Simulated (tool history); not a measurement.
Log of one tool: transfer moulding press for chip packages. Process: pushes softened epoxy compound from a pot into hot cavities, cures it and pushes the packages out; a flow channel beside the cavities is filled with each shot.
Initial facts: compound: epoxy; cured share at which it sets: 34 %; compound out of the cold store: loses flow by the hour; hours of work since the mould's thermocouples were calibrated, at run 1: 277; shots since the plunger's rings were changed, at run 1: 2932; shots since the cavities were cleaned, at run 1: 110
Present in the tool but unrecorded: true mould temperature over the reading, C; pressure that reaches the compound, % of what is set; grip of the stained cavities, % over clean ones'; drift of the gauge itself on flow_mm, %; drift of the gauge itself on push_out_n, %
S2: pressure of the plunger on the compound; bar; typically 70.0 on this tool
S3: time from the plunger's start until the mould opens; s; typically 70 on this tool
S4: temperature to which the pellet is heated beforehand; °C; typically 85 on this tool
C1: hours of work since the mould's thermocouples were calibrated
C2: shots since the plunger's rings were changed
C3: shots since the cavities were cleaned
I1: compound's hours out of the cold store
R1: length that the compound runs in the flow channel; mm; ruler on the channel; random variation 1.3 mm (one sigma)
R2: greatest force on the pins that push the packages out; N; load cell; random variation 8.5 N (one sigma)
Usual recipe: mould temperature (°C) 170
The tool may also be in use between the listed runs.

Run 1, day 0.000: usual settings; C1 277; C2 2932; C3 110; I1 12.7. Result: R1 989 mm, R2 429 N.
At day 0.921: cavities cleaned with cleaning compound and waxed.
At day 1.404: plunger's sealing rings changed.
Run 2, day 1.404: usual settings; C1 299; C2 0; C3 156; I1 34.9. Result: R1 960 mm, R2 455 N.
At day 2.246: cavities cleaned with cleaning compound and waxed.
Run 3, day 2.267: usual settings; C1 313; C2 333; C3 8; I1 33.9. Result: R1 959 mm, R2 361 N.
Run 4, day 2.800: usual settings; C1 322; C2 555; C3 230; I1 38.6. Result: R1 948 mm, R2 472 N.
At day 3.396: cavities cleaned with cleaning compound and waxed.
Run 5, day 3.812: usual settings; C1 339; C2 950; C3 172; I1 39.6. Result: R1 943 mm, R2 432 N.
Run 6, day 4.458: usual settings; C1 350; C2 1218; C3 440; I1 15.8. Result: R1 992 mm, R2 560 N.
At day 4.608: cavities cleaned with cleaning compound and waxed.
Run 7, day 5.342: usual settings; C1 364; C2 1560; C3 306; I1 21.7. Result: R1 977 mm, R2 502 N.
At day 5.825: cavities cleaned with cleaning compound and waxed.
Run 8, day 5.988: usual settings; C1 375; C2 1801; C3 67; I1 9.3. Result: R1 1002 mm, R2 399 N.
Run 9, day 6.675: usual settings; C1 387; C2 2089; C3 355; I1 8.9. Result: R1 1002 mm, R2 524 N.
At day 7.012: cavities cleaned with cleaning compound and waxed.
Run 10, day 7.738: usual settings; C1 404; C2 2504; C3 302; I1 10.0. Result: R1 995 mm, R2 525 N.
At day 8.217: cavities cleaned with cleaning compound and waxed.
Run 11, day 8.479: usual settings; C1 416; C2 2785; C3 109; I1 38.7. Result: R1 932 mm, R2 425 N.
At day 9.396: cavities cleaned with cleaning compound and waxed.
Run 12, day 9.700: usual settings; C1 436; C2 3267; C3 126; I1 33.3. Result: R1 937 mm, R2 430 N.
At day 10.079: mould's thermocouples calibrated.
At day 10.371: plunger's sealing rings changed.
At day 10.821: cavities cleaned with cleaning compound and waxed.
Run 13, day 10.950: usual settings; C1 12; C2 215; C3 54; I1 13.1. Result: R1 1012 mm, R2 426 N.
Run 14, day 11.562: usual settings; C1 23; C2 469; C3 308; I1 32.8. Result: R1 966 mm, R2 520 N.
At day 12.004: cavities cleaned with cleaning compound and waxed.
Run 15, day 12.308: usual settings but mould temperature (°C) 163; C1 35; C2 754; C3 126; I1 40.1. Result: R1 975 mm, R2 719 N.
Run 16, day 13.088: usual settings but mould temperature (°C) 163; C1 49; C2 1077; C3 449; I1 43.0. Result: R1 966 mm, R2 895 N.
At day 13.275: cavities cleaned with cleaning compound and waxed.
At day 14.458: cavities cleaned with cleaning compound and waxed.
Run 17, day 14.483: usual settings but S2 58.5 bar, S3 71 s; C1 71; C2 1605; C3 9; I1 14.1. Result: R1 911 mm, R2 381 N.
At day 15.692: cavities cleaned with cleaning compound and waxed.
Run 18, day 15.804: usual settings but S2 58.5 bar, S3 71 s; C1 93; C2 2129; C3 47; I1 44.0. Result: R1 850 mm, R2 374 N.
Run 19, day 16.667: usual settings but S2 58.5 bar, S3 71 s; C1 108; C2 2488; C3 406; I1 9.6. Result: R1 917 mm, R2 546 N.
At day 16.850: cavities cleaned with cleaning compound and waxed.
Run 20, day 17.350: usual settings but S2 58.5 bar, S3 71 s; C1 119; C2 2745; C3 207; I1 43.7. Result: R1 844 mm, R2 444 N.
At day 18.054: cavities cleaned with cleaning compound and waxed.
Run 21, day 18.496: usual settings but mould temperature (°C) 162, S2 58.5 bar, S3 71 s; C1 137; C2 3195; C3 183; I1 29.8. Result: R1 899 mm, R2 832 N.
At day 19.204: plunger's sealing rings changed.
At day 19.358: cavities cleaned with cleaning compound and waxed.
Run 22, day 19.871: usual settings but mould temperature (°C) 162, S2 84.5 bar, S3 71 s, S4 88 °C; C1 159; C2 250; C3 212; I1 45.3. Result: R1 1065 mm, R2 799 N.
At day 20.583: cavities cleaned with cleaning compound and waxed.
Run 23, day 21.133: usual settings but mould temperature (°C) 169, S2 78.4 bar, S3 65 s, S4 76 °C; C1 180; C2 749; C3 228; I1 29.8. Result: R1 1031 mm, R2 680 N.
At day 21.733: cavities cleaned with cleaning compound and waxed.
Run 24, day 22.092: usual settings but mould temperature (°C) 167, S2 83.8 bar, S3 51 s, S4 91 °C; C1 195; C2 1122; C3 149; I1 33.5. Result: R1 1055 mm, R2 1094 N.
At day 22.908: cavities cleaned with cleaning compound and waxed.
Run 25, day 23.412: usual settings but mould temperature (°C) 166, S2 66.3 bar, S3 109 s, S4 84 °C; C1 217; C2 1645; C3 210; I1 31.6. Result: R1 947 mm, R2 311 N.
At day 24.125: cavities cleaned with cleaning compound and waxed.
Run 26, day 24.342: usual settings but mould temperature (°C) 176, S2 68.7 bar, S3 96 s, S4 94 °C; C1 232; C2 2005; C3 90; I1 17.4. Result: R1 950 mm, R2 250 N.
At day 25.383: cavities cleaned with cleaning compound and waxed.
Run 27, day 25.633: usual settings but mould temperature (°C) 173; C1 254; C2 2515; C3 104; I1 47.1. Result: R1 910 mm, R2 342 N.
At day 26.562: cavities cleaned with cleaning compound and waxed.
Run 28, day 26.758: usual settings but mould temperature (°C) 173, S3 77 s; C1 272; C2 2957; C3 82; I1 25.0. Result: R1 950 mm, R2 286 N.

Branching from run 28: 3 alternative next runs. What would each branch give?
At day 27.729: cavities cleaned with cleaning compound and waxed.
Run A, day 27.879: usual settings but S3 62 s; C1 291; C2 3396; C3 62; I1 25.9. Result: R1 ?, R2 ?.
At day 27.729: cavities cleaned with cleaning compound and waxed.
Run B, day 27.879: usual settings but mould temperature (°C) 169, S3 77 s; C1 291; C2 3396; C3 62; I1 14.6. Result: R1 ?, R2 ?.
At day 27.729: cavities cleaned with cleaning compound and waxed.
Run C, day 27.879: usual settings but mould temperature (°C) 176, S3 77 s; C1 291; C2 3396; C3 62; I1 37.8. Result: R1 ?, R2 ?.

run   R1   R2
  A  956  568
  B  984  347
  C  908  261
With no hidden state in the tool, these same runs would have given:
run    R1   R2
  A   986  539
  B  1015  328
  C   936  242
